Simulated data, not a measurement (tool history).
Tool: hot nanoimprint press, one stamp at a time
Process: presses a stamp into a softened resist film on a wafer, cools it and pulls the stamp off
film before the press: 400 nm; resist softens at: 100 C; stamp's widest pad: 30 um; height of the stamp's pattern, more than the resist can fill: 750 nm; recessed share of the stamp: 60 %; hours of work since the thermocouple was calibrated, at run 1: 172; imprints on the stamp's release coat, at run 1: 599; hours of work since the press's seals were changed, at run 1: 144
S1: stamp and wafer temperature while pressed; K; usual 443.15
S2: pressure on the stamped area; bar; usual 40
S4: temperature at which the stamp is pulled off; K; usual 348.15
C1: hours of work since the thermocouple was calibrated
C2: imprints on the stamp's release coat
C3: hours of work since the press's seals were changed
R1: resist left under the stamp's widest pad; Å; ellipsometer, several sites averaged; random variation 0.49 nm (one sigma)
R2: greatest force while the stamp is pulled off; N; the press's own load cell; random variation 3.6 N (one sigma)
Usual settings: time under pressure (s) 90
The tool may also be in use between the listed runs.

run 1 hour=0 | S1=443.15 S2=40 time_under_pressure_(s)=90 S4=348.15 | C1=172 C2=599 C3=144 | R1=2312 R2=212
run 2 hour=20.6 | S1=443.15 S2=25 time_under_pressure_(s)=90 S4=348.15 | C1=185 C2=676 C3=158 | R1=2739 R2=207
run 3 hour=42.3 | S1=443.15 S2=38.3 time_under_pressure_(s)=90 S4=348.15 | C1=200 C2=757 C3=172 | R1=2354 R2=211
run 4 hour=60.3 | S1=443.15 S2=40 time_under_pressure_(s)=90 S4=348.15 | C1=212 C2=824 C3=184 | R1=2323 R2=223
run 5 hour=79.9 | S1=443.15 S2=40 time_under_pressure_(s)=90 S4=348.15 | C1=225 C2=897 C3=197 | R1=2319 R2=225
run 6 hour=104.3 | S1=443.15 S2=40 time_under_pressure_(s)=90 S4=348.15 | C1=241 C2=988 C3=214 | R1=2325 R2=219
run 7 hour=132.1 | S1=443.15 S2=40 time_under_pressure_(s)=90 S4=348.15 | C1=260 C2=1092 C3=232 | R1=2322 R2=233
run 8 hour=162.2 | S1=443.15 S2=40 time_under_pressure_(s)=90 S4=348.15 | C1=280 C2=1204 C3=252 | R1=2331 R2=226
run 9 hour=178.9 | S1=444.15 S2=40 time_under_pressure_(s)=90 S4=348.15 | C1=291 C2=1266 C3=263 | R1=2253 R2=247
run 10 hour=192.9 | S1=444.15 S2=40 time_under_pressure_(s)=90 S4=348.15 | C1=301 C2=1318 C3=273 | R1=2256 R2=248
run 11 hour=220.2 | S1=437.15 S2=40 time_under_pressure_(s)=90 S4=348.15 | C1=319 C2=1420 C3=291 | R1=2843 R2=248
-- hour=248.5 stamp cleaned and given a new release coat
run 12 hour=250.3 | S1=437.15 S2=40 time_under_pressure_(s)=90 S4=348.15 | C1=335 C2=7 C3=307 | R1=2839 R2=172
run 13 hour=278.9 | S1=437.15 S2=40 time_under_pressure_(s)=90 S4=348.15 | C1=354 C2=114 C3=326 | R1=2842 R2=189
run 14 hour=294.6 | S1=437.15 S2=40 time_under_pressure_(s)=90 S4=348.15 | C1=365 C2=172 C3=337 | R1=2851 R2=182
run 15 hour=307.5 | S1=437.15 S2=40 time_under_pressure_(s)=90 S4=348.15 | C1=373 C2=220 C3=346 | R1=2854 R2=194
-- hour=313 plate thermocouple calibrated
run 16 hour=324.2 | S1=452.15 S2=40 time_under_pressure_(s)=128 S4=348.15 | C1=7 C2=271 C3=355 | R1=1483 R2=195
run 17 hour=351.9 | S1=452.15 S2=40 time_under_pressure_(s)=128 S4=348.15 | C1=26 C2=375 C3=373 | R1=1484 R2=208

Run 18 comes next. What will it give?
-- hour=365.4 plate thermocouple calibrated, once more
run 18 hour=374.7 | S1=452.15 S2=28 time_under_pressure_(s)=74 S4=352.15 | C1=6 C2=448 C3=386 | R1=? R2=?

R1: 2069 Å
R2: 184 N
Without the tool's hidden state the same run would have given R1 2060 Å, R2 162 N.

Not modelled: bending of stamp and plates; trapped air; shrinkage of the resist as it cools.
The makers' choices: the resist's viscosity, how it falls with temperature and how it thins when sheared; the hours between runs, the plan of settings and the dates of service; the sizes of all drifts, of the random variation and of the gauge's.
